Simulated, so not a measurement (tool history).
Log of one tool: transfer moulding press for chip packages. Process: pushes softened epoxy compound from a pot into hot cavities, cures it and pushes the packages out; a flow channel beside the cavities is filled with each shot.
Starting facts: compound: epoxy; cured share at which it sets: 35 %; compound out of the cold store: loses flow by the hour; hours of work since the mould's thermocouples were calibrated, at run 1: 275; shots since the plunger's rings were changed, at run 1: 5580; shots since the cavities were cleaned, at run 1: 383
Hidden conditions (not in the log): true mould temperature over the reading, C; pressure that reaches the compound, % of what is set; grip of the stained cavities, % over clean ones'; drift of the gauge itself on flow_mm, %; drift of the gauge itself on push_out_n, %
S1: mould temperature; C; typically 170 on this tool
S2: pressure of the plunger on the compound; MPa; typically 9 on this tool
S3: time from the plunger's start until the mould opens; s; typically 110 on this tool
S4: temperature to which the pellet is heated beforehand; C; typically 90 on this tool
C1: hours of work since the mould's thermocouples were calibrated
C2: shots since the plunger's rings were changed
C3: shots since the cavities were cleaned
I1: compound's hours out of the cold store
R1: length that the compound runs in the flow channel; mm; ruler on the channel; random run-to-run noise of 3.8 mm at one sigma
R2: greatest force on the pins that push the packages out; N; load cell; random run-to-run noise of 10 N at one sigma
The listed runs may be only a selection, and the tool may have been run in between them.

| run | hour | S1 | S2 | S3 | S4 | C1 | C2 | C3 | I1 | R1 | R2 |
|---|---|---|---|---|---|---|---|---|---|---|---|
| 1 | 0 | 170 | 9 | 110 | 90 | 275 | 5580 | 383 | 38.9 | 795 | 736 |
|  | 14.6 | plunger's sealing rings changed |
|  | 34.1 | cavities cleaned with cleaning compound and waxed |
| 2 | 34.3 | 170 | 9 | 110 | 90 | 295 | 221 | 3 | 42.2 | 846 | 950 |
| 3 | 61.4 | 170 | 9 | 110 | 90 | 313 | 551 | 333 | 8.1 | 938 | 994 |
| 4 | 81.8 | 176 | 9 | 110 | 90 | 327 | 799 | 581 | 33.2 | 840 | 890 |
|  | 96.9 | cavities cleaned with cleaning compound and waxed |
|  | 114.2 | mould's thermocouples calibrated |
| 5 | 129.4 | 176 | 9 | 110 | 90 | 10 | 1336 | 371 | 32.3 | 839 | 647 |
| 6 | 148.7 | 176 | 9 | 130 | 90 | 23 | 1571 | 606 | 16.1 | 874 | 692 |
|  | 154.2 | cavities cleaned with cleaning compound and waxed, once more |
| 7 | 177.2 | 170 | 9 | 110 | 90 | 41 | 1899 | 279 | 18 | 887 | 681 |
| 8 | 206.7 | 174 | 9 | 110 | 90 | 61 | 2258 | 638 | 28.9 | 848 | 749 |
|  | 217.3 | cavities cleaned with cleaning compound and waxed |
| 9 | 242.5 | 165 | 8.96 | 110 | 90 | 83 | 2676 | 307 | 27.7 | 877 | 926 |
|  | 281.7 | cavities cleaned with cleaning compound and waxed |
| 10 | 284.3 | 165 | 8.96 | 110 | 90 | 110 | 3166 | 32 | 16.9 | 903 | 694 |
| 11 | 317 | 170 | 7.58 | 110 | 92 | 132 | 3564 | 430 | 16.3 | 804 | 765 |
| 12 | 335.5 | 166 | 8.61 | 134 | 85 | 144 | 3789 | 655 | 13.8 | 881 | 807 |
|  | 346.2 | cavities cleaned with cleaning compound and waxed |
| 13 | 377.1 | 164 | 7.49 | 120 | 80 | 171 | 4277 | 376 | 41.3 | 758 | 888 |

Below are 4 alternative next runs, each starting from the tool's condition after run 13. Predict each:
| A | 397.9 | 164 | 7.49 | 115 | 96 | 185 | 4529 | 628 | 27.3 | ? | ? |
| B | 397.9 | 170 | 10.32 | 134 | 90 | 185 | 4529 | 628 | 34.8 | ? | ? |
| C | 397.9 | 170 | 6.83 | 110 | 90 | 185 | 4529 | 628 | 32.2 | ? | ? |
| D | 397.9 | 164 | 10.21 | 105 | 80 | 185 | 4529 | 628 | 9 | ? | ? |

| run | R1 | R2 |
|---|---|---|
| A | 784 | 1073 |
| B | 876 | 740 |
| C | 715 | 821 |
| D | 972 | 1432 |
Had the tool no hidden state, the same runs would have come out as:
| run | R1 | R2 |
|---|---|---|
| A | 835 | 606 |
| B | 933 | 422 |
| C | 761 | 466 |
| D | 1035 | 802 |
